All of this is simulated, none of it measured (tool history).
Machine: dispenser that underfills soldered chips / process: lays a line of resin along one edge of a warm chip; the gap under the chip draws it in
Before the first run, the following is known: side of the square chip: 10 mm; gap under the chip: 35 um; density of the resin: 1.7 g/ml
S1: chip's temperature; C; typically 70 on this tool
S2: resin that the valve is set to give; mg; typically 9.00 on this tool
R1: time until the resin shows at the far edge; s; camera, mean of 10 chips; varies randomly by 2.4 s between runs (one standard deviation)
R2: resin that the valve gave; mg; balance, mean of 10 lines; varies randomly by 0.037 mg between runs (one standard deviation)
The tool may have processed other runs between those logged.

run	day	S1	S2	R1	R2
1	0.000	70	9.00	236.6	8.56
2	0.379	70	9.00	297.1	8.56
# day 0.433: new syringe of resin
3	0.792	68	9.00	303.2	8.41
# day 0.829: new syringe of resin
4	1.058	68	11.37	292.7	10.66
# day 1.225: new syringe of resin
5	1.512	68	11.37	299.6	10.50
# day 1.633: new syringe of resin
6	2.008	70	7.68	309.1	7.05
# day 2.062: new syringe of resin
7	2.279	70	7.68	286.4	7.00
# day 2.471: new syringe of resin
8	2.742	70	7.68	286.5	6.92
# day 2.888: dispensing valve cleaned and set on the balance
# day 2.942: new syringe of resin
9	3.225	70	9.00	275.4	8.97
# day 3.342: new syringe of resin
10	3.617	78	9.00	195.4	8.85
# day 3.738: new syringe of resin
11	3.888	78	9.00	181.1	8.84
# day 4.133: new syringe of resin
12	4.271	78	9.00	179.7	8.82
13	4.488	78	7.66	208.5	7.44
# day 4.538: new syringe of resin
14	4.904	78	7.66	212.2	7.44
# day 4.946: new syringe of resin
15	5.217	78	7.66	204.8	7.35
# day 5.383: new syringe of resin
16	5.712	71	7.66	275.7	7.30
# day 5.800: new syringe of resin
17	6.008	56	9.00	475.2	8.52
# day 6.221: new syringe of resin
18	6.417	82	10.85	152.6	10.26
# day 6.633: new syringe of resin
19	6.838	56	8.83	487.4	8.30
# day 7.058: new syringe of resin
20	7.083	73	8.83	208.0	8.22
# day 7.471: new syringe of resin
21	7.550	84	7.74	143.4	7.13
# day 7.867: new syringe of resin
22	7.946	85	8.90	131.0	8.17
# day 8.296: new syringe of resin
23	8.438	73	8.26	219.6	7.52
# day 8.696: new syringe of resin
24	8.925	73	8.26	236.9	7.48
# day 9.054: dispensing valve cleaned and set on the balance
# day 9.138: new syringe of resin
25	9.288	67	9.00	280.2	8.93
# day 9.538: new syringe of resin
26	9.600	67	9.00	264.5	8.89
27	9.838	73	9.47	238.6	9.27
# day 9.958: new syringe of resin
28	10.225	73	9.47	226.4	9.27
# day 10.375: new syringe of resin
29	10.583	79	11.09	168.1	10.79
# day 10.783: new syringe of resin
30	11.083	79	11.09	178.4	10.70
# day 11.192: new syringe of resin
31	11.325	74	11.05	202.2	10.68
# day 11.596: new syringe of resin
32	11.708	74	11.05	200.8	10.61
# day 11.996: new syringe of resin
33	12.208	74	9.78	213.6	9.29
# day 12.408: new syringe of resin
34	12.429	77	9.06	167.6	8.53

4 ways to go on from here, each from the tool as it stands after run 34. What would each give?
# day 12.829: new syringe of resin
A	12.896	63	11.16	?	?
# day 12.829: new syringe of resin
B	12.896	61	7.70	?	?
# day 12.829: new syringe of resin
C	12.896	77	10.53	?	?
# day 12.829: new syringe of resin
D	12.896	77	9.67	?	?

run	R1	R2
A	301.6	10.50
B	360.5	7.20
C	167.4	9.79
D	172.2	9.07
Without the tool's hidden state the same runs would have given:
run	R1	R2
A	314.1	11.19
B	369.0	7.68
C	172.9	10.44
D	177.3	9.67
